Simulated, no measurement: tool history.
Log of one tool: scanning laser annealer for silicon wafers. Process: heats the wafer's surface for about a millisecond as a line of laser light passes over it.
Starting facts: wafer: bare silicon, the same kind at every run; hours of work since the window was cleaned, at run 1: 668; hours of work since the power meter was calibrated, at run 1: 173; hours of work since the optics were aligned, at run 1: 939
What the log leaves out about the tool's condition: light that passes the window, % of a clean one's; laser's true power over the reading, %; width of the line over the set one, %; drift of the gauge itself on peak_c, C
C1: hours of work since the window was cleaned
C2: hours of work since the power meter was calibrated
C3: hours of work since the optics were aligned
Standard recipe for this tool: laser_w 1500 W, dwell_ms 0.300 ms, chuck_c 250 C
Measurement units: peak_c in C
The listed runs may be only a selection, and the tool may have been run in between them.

{"run": 1, "day": 0.0, "laser_w": 1500, "dwell_ms": 0.3, "chuck_c": 250, "C1": 668, "C2": 173, "C3": 939, "peak_c": 1021}
{"run": 2, "day": 0.375, "laser_w": 1500, "dwell_ms": 0.3, "chuck_c": 258, "C1": 674, "C2": 180, "C3": 945, "peak_c": 1023}
{"run": 3, "day": 0.675, "laser_w": 1500, "dwell_ms": 0.3, "chuck_c": 258, "C1": 680, "C2": 185, "C3": 950, "peak_c": 1025}
{"run": 4, "day": 0.988, "laser_w": 1500, "dwell_ms": 0.3, "chuck_c": 258, "C1": 685, "C2": 190, "C3": 956, "peak_c": 1022}
{"run": 5, "day": 1.358, "laser_w": 1500, "dwell_ms": 0.3, "chuck_c": 258, "C1": 692, "C2": 197, "C3": 962, "peak_c": 1024}
{"run": 6, "day": 1.542, "laser_w": 1500, "dwell_ms": 0.3, "chuck_c": 258, "C1": 695, "C2": 200, "C3": 966, "peak_c": 1023}
{"run": 7, "day": 1.917, "laser_w": 1500, "dwell_ms": 0.3, "chuck_c": 258, "C1": 701, "C2": 206, "C3": 972, "peak_c": 1023}
{"day": 2.042, "done": "window over the wafer cleaned"}
{"run": 8, "day": 2.225, "laser_w": 1500, "dwell_ms": 0.3, "chuck_c": 250, "C1": 3, "C2": 210, "C3": 976, "peak_c": 1038}
{"run": 9, "day": 2.508, "laser_w": 1500, "dwell_ms": 0.3, "chuck_c": 250, "C1": 8, "C2": 215, "C3": 981, "peak_c": 1039}
{"run": 10, "day": 2.696, "laser_w": 1500, "dwell_ms": 0.3, "chuck_c": 250, "C1": 11, "C2": 219, "C3": 984, "peak_c": 1038}
{"run": 11, "day": 3.025, "laser_w": 1500, "dwell_ms": 0.3, "chuck_c": 250, "C1": 17, "C2": 224, "C3": 990, "peak_c": 1033}
{"run": 12, "day": 3.312, "laser_w": 1403, "dwell_ms": 0.3, "chuck_c": 250, "C1": 22, "C2": 229, "C3": 995, "peak_c": 974}
{"run": 13, "day": 3.712, "laser_w": 1602, "dwell_ms": 0.3, "chuck_c": 250, "C1": 29, "C2": 236, "C3": 1002, "peak_c": 1099}
{"run": 14, "day": 3.962, "laser_w": 1602, "dwell_ms": 0.3, "chuck_c": 250, "C1": 34, "C2": 241, "C3": 1006, "peak_c": 1102}
{"run": 15, "day": 4.129, "laser_w": 1500, "dwell_ms": 0.239, "chuck_c": 250, "C1": 36, "C2": 244, "C3": 1009, "peak_c": 938}
{"run": 16, "day": 4.375, "laser_w": 1500, "dwell_ms": 0.239, "chuck_c": 250, "C1": 41, "C2": 248, "C3": 1013, "peak_c": 935}
{"run": 17, "day": 4.612, "laser_w": 1500, "dwell_ms": 0.239, "chuck_c": 250, "C1": 45, "C2": 252, "C3": 1018, "peak_c": 936}
{"run": 18, "day": 4.871, "laser_w": 1500, "dwell_ms": 0.239, "chuck_c": 250, "C1": 49, "C2": 257, "C3": 1022, "peak_c": 936}
{"day": 5.258, "done": "optics aligned, line set to its width"}
{"run": 19, "day": 5.462, "laser_w": 1500, "dwell_ms": 0.239, "chuck_c": 250, "C1": 56, "C2": 263, "C3": 4, "peak_c": 949}
{"run": 20, "day": 5.704, "laser_w": 1500, "dwell_ms": 0.3, "chuck_c": 231, "C1": 60, "C2": 267, "C3": 8, "peak_c": 1039}
{"run": 21, "day": 6.058, "laser_w": 1500, "dwell_ms": 0.276, "chuck_c": 250, "C1": 66, "C2": 274, "C3": 14, "peak_c": 1015}
{"run": 22, "day": 6.258, "laser_w": 1465, "dwell_ms": 0.302, "chuck_c": 214, "C1": 70, "C2": 277, "C3": 17, "peak_c": 996}
{"run": 23, "day": 6.604, "laser_w": 1465, "dwell_ms": 0.302, "chuck_c": 214, "C1": 76, "C2": 283, "C3": 23, "peak_c": 1002}
{"run": 24, "day": 6.979, "laser_w": 1500, "dwell_ms": 0.23, "chuck_c": 250, "C1": 82, "C2": 290, "C3": 30, "peak_c": 936}
{"run": 25, "day": 7.204, "laser_w": 1461, "dwell_ms": 0.23, "chuck_c": 250, "C1": 86, "C2": 294, "C3": 34, "peak_c": 913}
{"run": 26, "day": 7.554, "laser_w": 1505, "dwell_ms": 0.3, "chuck_c": 250, "C1": 92, "C2": 300, "C3": 40, "peak_c": 1056}
{"run": 27, "day": 7.738, "laser_w": 1595, "dwell_ms": 0.275, "chuck_c": 250, "C1": 96, "C2": 303, "C3": 43, "peak_c": 1070}
{"run": 28, "day": 8.083, "laser_w": 1319, "dwell_ms": 0.221, "chuck_c": 257, "C1": 102, "C2": 309, "C3": 49, "peak_c": 826}
{"run": 29, "day": 8.392, "laser_w": 1421, "dwell_ms": 0.322, "chuck_c": 257, "C1": 107, "C2": 314, "C3": 55, "peak_c": 1046}
{"run": 30, "day": 8.658, "laser_w": 1559, "dwell_ms": 0.3, "chuck_c": 270, "C1": 112, "C2": 319, "C3": 59, "peak_c": 1112}
{"run": 31, "day": 8.867, "laser_w": 1500, "dwell_ms": 0.222, "chuck_c": 218, "C1": 115, "C2": 323, "C3": 63, "peak_c": 887}
{"run": 32, "day": 9.188, "laser_w": 1500, "dwell_ms": 0.222, "chuck_c": 218, "C1": 121, "C2": 328, "C3": 68, "peak_c": 887}
{"run": 33, "day": 9.396, "laser_w": 1540, "dwell_ms": 0.373, "chuck_c": 241, "C1": 124, "C2": 332, "C3": 72, "peak_c": 1188}
{"run": 34, "day": 9.762, "laser_w": 1473, "dwell_ms": 0.357, "chuck_c": 273, "C1": 131, "C2": 338, "C3": 79, "peak_c": 1141}
{"run": 35, "day": 10.158, "laser_w": 1473, "dwell_ms": 0.357, "chuck_c": 273, "C1": 138, "C2": 345, "C3": 85, "peak_c": 1145}
{"run": 36, "day": 10.388, "laser_w": 1473, "dwell_ms": 0.357, "chuck_c": 273, "C1": 142, "C2": 349, "C3": 89, "peak_c": 1142}
{"run": 37, "day": 10.675, "laser_w": 1473, "dwell_ms": 0.357, "chuck_c": 273, "C1": 147, "C2": 354, "C3": 94, "peak_c": 1140}
{"run": 38, "day": 10.858, "laser_w": 1473, "dwell_ms": 0.357, "chuck_c": 273, "C1": 150, "C2": 357, "C3": 98, "peak_c": 1140}
{"run": 39, "day": 11.25, "laser_w": 1394, "dwell_ms": 0.38, "chuck_c": 273, "C1": 157, "C2": 364, "C3": 104, "peak_c": 1112}
{"run": 40, "day": 11.521, "laser_w": 1511, "dwell_ms": 0.253, "chuck_c": 273, "C1": 162, "C2": 369, "C3": 109, "peak_c": 1001}
{"run": 41, "day": 11.854, "laser_w": 1417, "dwell_ms": 0.3, "chuck_c": 213, "C1": 167, "C2": 375, "C3": 115, "peak_c": 959}
{"run": 42, "day": 12.142, "laser_w": 1546, "dwell_ms": 0.3, "chuck_c": 228, "C1": 172, "C2": 380, "C3": 120, "peak_c": 1057}

What differs in the tool's unlogged condition from the final listed run ahead of each entry between runs to the first listed run following it?
Runs 7 to 8: window over the wafer cleaned (day 2.042)
  light that passes the window, % of a clean one's: 97.58 -> 99.91; width of the line over the set one, %: 4.22 -> 4.24
  measured minus no-state result, peak_c: -41 -> -18 C
Runs 18 to 19: optics aligned, line set to its width (day 5.258)
  light that passes the window, % of a clean one's: 99.77 -> 99.75; width of the line over the set one, %: 4.44 -> 0.25
  measured minus no-state result, peak_c: -19 -> +0 C
